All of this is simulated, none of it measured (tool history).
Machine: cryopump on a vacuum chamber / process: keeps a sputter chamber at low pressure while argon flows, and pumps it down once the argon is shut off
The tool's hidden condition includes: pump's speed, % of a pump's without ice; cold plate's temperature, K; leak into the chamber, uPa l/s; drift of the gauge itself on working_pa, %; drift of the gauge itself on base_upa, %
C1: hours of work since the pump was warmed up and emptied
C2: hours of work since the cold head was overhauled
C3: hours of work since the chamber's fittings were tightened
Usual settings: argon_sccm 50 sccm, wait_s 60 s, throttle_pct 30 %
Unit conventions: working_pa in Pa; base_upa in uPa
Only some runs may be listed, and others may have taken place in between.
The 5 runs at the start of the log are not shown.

Run 6, hour 497.6: usual settings but throttle_pct 52 %; C1 340; C2 1959; C3 1554. Result: working_pa 0.1101 Pa, base_upa 2.7 uPa.
Run 7, hour 617.7: usual settings but throttle_pct 52 %; C1 401; C2 2020; C3 1615. Result: working_pa 0.1111 Pa, base_upa 2.56 uPa.
Run 8, hour 702.9: usual settings but throttle_pct 16 %; C1 444; C2 2063; C3 1658. Result: working_pa 0.3441 Pa, base_upa 2.73 uPa.
Run 9, hour 787.8: usual settings; C1 487; C2 2106; C3 1701. Result: working_pa 0.1882 Pa, base_upa 2.8 uPa.
Run 10, hour 916.7: usual settings; C1 552; C2 2172; C3 1766. Result: working_pa 0.1887 Pa, base_upa 2.81 uPa.
Run 11, hour 979.9: usual settings; C1 584; C2 2204; C3 1798. Result: working_pa 0.1899 Pa, base_upa 2.85 uPa.
Run 12, hour 1106.9: usual settings; C1 649; C2 2268; C3 1863. Result: working_pa 0.1901 Pa, base_upa 2.92 uPa.
Run 13, hour 1214.3: usual settings; C1 703; C2 2323; C3 1917. Result: working_pa 0.1934 Pa, base_upa 3.04 uPa.
Run 14, hour 1276.9: usual settings; C1 735; C2 2354; C3 1949. Result: working_pa 0.1932 Pa, base_upa 3.08 uPa.
At hour 1327.5: pump warmed up, emptied and cooled again.
Run 15, hour 1411.2: usual settings; C1 42; C2 2420; C3 2014. Result: working_pa 0.1805 Pa, base_upa 2.73 uPa.
Run 16, hour 1515.2: usual settings but argon_sccm 66 sccm, wait_s 21 s, throttle_pct 56 %; C1 95; C2 2473; C3 2067. Result: working_pa 0.1294 Pa, base_upa 5.68 uPa.
Run 17, hour 1641.3: usual settings but argon_sccm 66 sccm, wait_s 21 s, throttle_pct 56 %; C1 159; C2 2537; C3 2131. Result: working_pa 0.1307 Pa, base_upa 5.82 uPa.
Run 18, hour 1771.5: usual settings but argon_sccm 45 sccm, throttle_pct 18 %; C1 225; C2 2603; C3 2197. Result: working_pa 0.2723 Pa, base_upa 2.96 uPa.
Run 19, hour 1849.6: usual settings but argon_sccm 68 sccm, wait_s 112 s, throttle_pct 46 %; C1 265; C2 2642; C3 2237. Result: working_pa 0.1667 Pa, base_upa 2.22 uPa.
Run 20, hour 1903.9: usual settings but argon_sccm 68 sccm, wait_s 112 s, throttle_pct 46 %; C1 292; C2 2670; C3 2264. Result: working_pa 0.1682 Pa, base_upa 2.29 uPa.
Run 21, hour 1969.3: usual settings but argon_sccm 68 sccm, wait_s 112 s, throttle_pct 46 %; C1 325; C2 2703; C3 2297. Result: working_pa 0.1683 Pa, base_upa 2.29 uPa.
Run 22, hour 2061.4: usual settings but argon_sccm 24 sccm; C1 372; C2 2749; C3 2344. Result: working_pa 0.0899 Pa, base_upa 3.12 uPa.
Run 23, hour 2116.1: usual settings but argon_sccm 32 sccm; C1 400; C2 2777; C3 2372. Result: working_pa 0.1193 Pa, base_upa 3.04 uPa.
Run 24, hour 2188.7: usual settings but argon_sccm 32 sccm, wait_s 112 s, throttle_pct 55 %; C1 437; C2 2814; C3 2408. Result: working_pa 0.0679 Pa, base_upa 2.45 uPa.
Run 25, hour 2288.8: usual settings but throttle_pct 50 %; C1 487; C2 2865; C3 2459. Result: working_pa 0.1165 Pa, base_upa 3.18 uPa.
Run 26, hour 2414.9: usual settings but throttle_pct 50 %; C1 551; C2 2929; C3 2523. Result: working_pa 0.1178 Pa, base_upa 3.18 uPa.

Estimate the outcome of run 27 from the log above:
At hour 2429.3: leaking fittings of the chamber tightened, without venting.
Run 27, hour 2472.3: usual settings; C1 579; C2 2957; C3 22. Result: working_pa ?, base_upa ?.

{"run 27": {"working_pa": 0.1907, "base_upa": 1.75}}
Minus the tool's unlogged condition, the same run would have read working_pa 0.1787 Pa, base_upa 1.69 uPa.
